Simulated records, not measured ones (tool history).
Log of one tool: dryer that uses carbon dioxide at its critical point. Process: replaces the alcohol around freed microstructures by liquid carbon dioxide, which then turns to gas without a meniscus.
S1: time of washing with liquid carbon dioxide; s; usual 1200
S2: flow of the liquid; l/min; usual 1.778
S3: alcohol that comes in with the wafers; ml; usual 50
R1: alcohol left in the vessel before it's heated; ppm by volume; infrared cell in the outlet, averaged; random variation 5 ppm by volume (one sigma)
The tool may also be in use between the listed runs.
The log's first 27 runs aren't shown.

{"hour": 869.2, "done": "inlet filter changed"}
{"run": 28, "hour": 869.2, "S1": 1560, "S2": 1.63, "S3": 111, "R1": 122}
{"run": 29, "hour": 890.1, "S1": 1200, "S2": 2.44, "S3": 28, "R1": 105}
{"run": 30, "hour": 922.2, "S1": 1080, "S2": 2.44, "S3": 21, "R1": 118}
{"run": 31, "hour": 963.8, "S1": 780, "S2": 2.1, "S3": 79, "R1": 195}
{"run": 32, "hour": 1005.5, "S1": 780, "S2": 1.59, "S3": 37, "R1": 283}
{"run": 33, "hour": 1025.2, "S1": 1200, "S2": 1.49, "S3": 80, "R1": 189}
{"run": 34, "hour": 1062.8, "S1": 1140, "S2": 1.49, "S3": 80, "R1": 213}
{"run": 35, "hour": 1100.5, "S1": 1680, "S2": 1.45, "S3": 74, "R1": 147}
{"run": 36, "hour": 1143.1, "S1": 1200, "S2": 1.19, "S3": 50, "R1": 287}
{"run": 37, "hour": 1174.5, "S1": 1200, "S2": 1.19, "S3": 50, "R1": 279}
{"run": 38, "hour": 1213.1, "S1": 1200, "S2": 1.19, "S3": 50, "R1": 274}
{"run": 39, "hour": 1233.1, "S1": 1560, "S2": 1.778, "S3": 50, "R1": 159}

Forecast each of these 5 alternatives for the next run:
{"run": "A", "hour": 1251.3, "S1": 1560, "S2": 1.75, "S3": 47, "R1": "?"}
{"run": "B", "hour": 1251.3, "S1": 1500, "S2": 1.778, "S3": 50, "R1": "?"}
{"run": "C", "hour": 1251.3, "S1": 1260, "S2": 1.94, "S3": 113, "R1": "?"}
{"run": "D", "hour": 1251.3, "S1": 1560, "S2": 2.45, "S3": 31, "R1": "?"}
{"run": "E", "hour": 1251.3, "S1": 1200, "S2": 1.11, "S3": 50, "R1": "?"}

run=A R1=155
run=B R1=161
run=C R1=178
run=D R1=158
run=E R1=337
Without the tool's hidden state the same runs would have given:
run=A R1=1
run=B R1=2
run=C R1=19
run=D R1=4
run=E R1=160

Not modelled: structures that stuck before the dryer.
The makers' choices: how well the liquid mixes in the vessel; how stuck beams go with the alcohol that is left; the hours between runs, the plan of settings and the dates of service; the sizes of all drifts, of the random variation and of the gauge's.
